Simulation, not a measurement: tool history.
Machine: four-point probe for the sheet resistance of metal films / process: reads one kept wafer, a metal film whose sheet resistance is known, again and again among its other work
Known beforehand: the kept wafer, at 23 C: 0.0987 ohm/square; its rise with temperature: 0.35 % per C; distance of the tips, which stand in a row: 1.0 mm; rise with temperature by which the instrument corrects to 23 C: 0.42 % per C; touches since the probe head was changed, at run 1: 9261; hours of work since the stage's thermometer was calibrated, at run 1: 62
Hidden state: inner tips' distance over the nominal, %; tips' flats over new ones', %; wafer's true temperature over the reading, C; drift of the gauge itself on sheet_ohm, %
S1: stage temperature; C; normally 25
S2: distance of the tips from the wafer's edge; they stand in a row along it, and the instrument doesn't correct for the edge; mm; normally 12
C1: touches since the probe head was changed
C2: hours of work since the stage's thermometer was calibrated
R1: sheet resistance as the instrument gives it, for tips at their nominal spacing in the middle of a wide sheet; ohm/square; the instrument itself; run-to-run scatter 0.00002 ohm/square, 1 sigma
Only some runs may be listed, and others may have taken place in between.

run	day	S1	S2	C1	C2	R1
1	0	25	12	9261	62	0.098961
2	0.6	24	12	9564	69	0.099024
3	1.729	25	12	10135	81	0.098965
4	2.454	25	12	10500	90	0.098995
5	3.171	25	4	10862	98	0.101796
6	3.938	22	12	11248	106	0.099131
7	5.104	25	22	11838	120	0.098739
8	5.792	33	12	12185	127	0.098485
9	7.175	33	21	12883	143	0.098226
10	8.129	33	21	13364	154	0.098258
11	8.908	33	21	13758	163	0.098278
12	9.975	25	12	14296	175	0.099008
13	11.342	21	12	14985	190	0.0993
14	12.688	25	12	15664	205	0.099017
# day 12.825: stage's thermometer calibrated
15	14	25	12	16317	13	0.099035
16	14.617	25	12	16628	20	0.099025
17	15.462	33	12	17056	30	0.098585
18	16.588	33	12	17623	43	0.09857
19	17.942	32	12	18307	58	0.098623
20	19.004	32	12	18842	70	0.098587
21	19.942	32	12	19315	80	0.098641
22	21.142	32	12	19921	94	0.098664
# day 21.408: stage's thermometer calibrated, once more
23	21.746	21	6	20215	4	0.100384
24	22.746	21	6	20721	15	0.100403
25	23.9	24	7	21303	28	0.099785
26	24.767	18	50	21740	38	0.099167
27	25.688	20	43	22206	48	0.099007
28	26.542	32	40	22637	58	0.098299
29	27.7	32	40	23222	71	0.098239
30	28.725	24	12	23738	83	0.099117
31	29.417	33	13	24087	91	0.098507
32	30.542	18	36	24655	103	0.099194
33	31.188	18	36	24980	111	0.099223
34	32.471	25	28	25629	125	0.098771
35	33.533	19	8	26165	137	0.099931
36	34.421	18	4	26612	147	0.102392
37	34.996	18	4	26903	154	0.102383
38	36.079	21	25	27450	166	0.099051
39	37.196	25	9	28013	178	0.09939
40	38.425	26	36	28633	192	0.09871
41	39.425	23	36	29138	204	0.098931
42	40.321	25	23	29592	214	0.098819
43	41.496	22	5	30183	227	0.101047
44	42.788	33	8	30836	242	0.099054

Some steps in R1 between neighbouring runs. How much of each would the tool show without its hidden state too (settings, what came in, random variation), and how much is left for the hidden state, with any gauge scatter that isn't in both results?
Run 4 -> 5: S2 12 -> 4. R1 +0.002801 ohm/square: hidden state +0.000005, all else +0.002796.
Run 5 -> 6: S1 25 -> 22, S2 4 -> 12. R1 -0.002665 ohm/square: hidden state +0.000003, all else -0.002668.
Run 14 -> 15: stage's thermometer calibrated. R1 +0.000018 ohm/square: hidden state +0.000021, all else -0.000003.
Run 22 -> 23: S1 32 -> 21, S2 12 -> 6, stage's thermometer calibrated, once more. R1 +0.00172 ohm/square: hidden state -0.000054, all else +0.001774.
Run 37 -> 38: S1 18 -> 21, S2 4 -> 25. R1 -0.003332 ohm/square: hidden state +0, all else -0.003332.
Run 42 -> 43: S1 25 -> 22, S2 23 -> 5. R1 +0.002228 ohm/square: hidden state +0.000009, all else +0.002219.
